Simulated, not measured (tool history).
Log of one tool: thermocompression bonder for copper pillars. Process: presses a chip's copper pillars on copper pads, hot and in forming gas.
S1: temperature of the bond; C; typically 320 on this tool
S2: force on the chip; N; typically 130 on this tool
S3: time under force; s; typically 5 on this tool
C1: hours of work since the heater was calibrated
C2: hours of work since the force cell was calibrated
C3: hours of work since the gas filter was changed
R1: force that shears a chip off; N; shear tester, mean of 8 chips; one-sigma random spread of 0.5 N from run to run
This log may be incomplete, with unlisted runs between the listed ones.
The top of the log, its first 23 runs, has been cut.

run,hour,S1,S2,S3,C1,C2,C3,R1
24,664.4,320,130,3,824,408,175,60.1
25,706.3,337,95,6,848,432,199,71.9
26,736.1,337,95,6,865,449,216,72.6
27,754.2,320,188,14,876,459,226,91.9
28,786.6,330,188,8,894,477,245,87.9
29,804.2,330,188,8,904,488,255,88.4
30,834.6,330,188,8,922,505,272,88.4
31,874.9,308,87,4,945,528,295,49.4
32,903.6,320,155,5,961,544,312,73.2
33,940.4,308,122,8,982,566,333,70.2
34,960.3,346,175,8,994,577,344,89.4
35,979.5,339,100,5,1004,588,355,71.1
36,1007.4,311,192,11,1020,604,371,87.2
37,1034.1,311,192,11,1036,619,386,86.5
38,1054,299,88,3,1047,631,398,40.9
39,1071.6,299,88,3,1057,641,408,40.1

Below are 4 alternative next runs, each starting from the tool's condition after run 39. Predict each:
# hour 1112: forming gas filter changed
A,1112.3,337,88,3,1080,664,0,?
# hour 1112: forming gas filter changed
B,1112.3,320,184,5,1080,664,0,?
# hour 1112: forming gas filter changed
C,1112.3,350,141,3,1080,664,0,?
# hour 1112: forming gas filter changed
D,1112.3,339,156,11,1080,664,0,?

run,R1
A,58.1
B,78.6
C,75.2
D,90.3
Without the tool's unlogged condition, the same runs would have read:
run,R1
A,57.9
B,78.4
C,75.1
D,90.2
